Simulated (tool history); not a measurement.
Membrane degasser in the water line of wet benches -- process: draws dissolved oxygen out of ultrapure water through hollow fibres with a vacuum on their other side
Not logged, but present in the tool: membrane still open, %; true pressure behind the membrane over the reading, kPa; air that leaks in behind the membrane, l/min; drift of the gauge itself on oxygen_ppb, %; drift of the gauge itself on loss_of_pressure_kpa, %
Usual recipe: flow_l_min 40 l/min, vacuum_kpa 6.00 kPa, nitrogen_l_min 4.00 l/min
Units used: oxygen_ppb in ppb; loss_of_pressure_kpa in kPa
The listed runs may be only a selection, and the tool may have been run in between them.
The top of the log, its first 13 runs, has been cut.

run	hour	flow_l_min	vacuum_kpa	nitrogen_l_min	hours since the membrane was changed	hours since the vacuum gauge was calibrated	hours since the vacuum lines were made tight	oxygen_ppb	loss_of_pressure_kpa
14	3330.1	40	6.00	4.00	9445	768	607	93.7	54.29
15	3505.4	40	6.00	4.00	9620	943	782	93.8	54.33
# hour 3573.2: membrane cartridge changed
16	3673.3	40	6.00	4.00	100	1107	946	81.8	48.77
17	3975.6	49	13.26	4.57	402	1410	1248	271.2	59.90
18	4236.3	27	10.88	8.66	663	1670	1509	66.0	33.10
19	4483.7	53	6.34	8.68	911	1918	1756	75.2	64.82
20	4793.0	40	6.00	7.64	1220	2227	2066	53.8	49.23
21	5112.2	39	6.00	8.96	1539	2546	2385	47.0	47.94
22	5349.2	39	6.00	8.96	1776	2783	2622	47.7	48.28
23	5577.1	51	6.96	1.98	2004	3011	2850	246.8	63.32
24	5809.4	60	4.99	5.57	2236	3243	3082	88.0	74.28
25	6109.6	35	7.64	2.10	2536	3544	3382	194.1	43.79
26	6407.3	35	7.64	2.10	2834	3841	3680	192.9	43.81
27	6554.7	45	14.04	6.41	2981	3989	3827	211.1	56.35
28	6769.4	37	9.54	6.18	3196	4203	4042	113.4	46.34
# hour 6835.3: vacuum gauge calibrated
29	6919.4	40	4.89	2.98	3346	84	4192	71.9	50.16
30	7152.2	40	4.89	2.98	3578	317	4424	72.7	50.30
# hour 7289.0: seals of the vacuum lines changed
31	7332.7	35	4.74	6.17	3757	495	44	35.7	44.62
32	7542.0	46	7.28	6.13	3966	705	253	97.2	58.16

Forecast each of these 3 alternatives for the next run:
A	7812.0	46	7.28	8.69	4236	975	523	?	?
B	7812.0	40	11.97	6.06	4236	975	523	?	?
C	7812.0	40	13.79	4.00	4236	975	523	?	?

run	oxygen_ppb	loss_of_pressure_kpa
A	77.2	58.16
B	156.2	50.64
C	260.4	50.96
Take away the tool's hidden state, keep each run's random variation, and the runs would have read:
run	oxygen_ppb	loss_of_pressure_kpa
A	69.9	55.68
B	149.5	48.48
C	252.7	48.80

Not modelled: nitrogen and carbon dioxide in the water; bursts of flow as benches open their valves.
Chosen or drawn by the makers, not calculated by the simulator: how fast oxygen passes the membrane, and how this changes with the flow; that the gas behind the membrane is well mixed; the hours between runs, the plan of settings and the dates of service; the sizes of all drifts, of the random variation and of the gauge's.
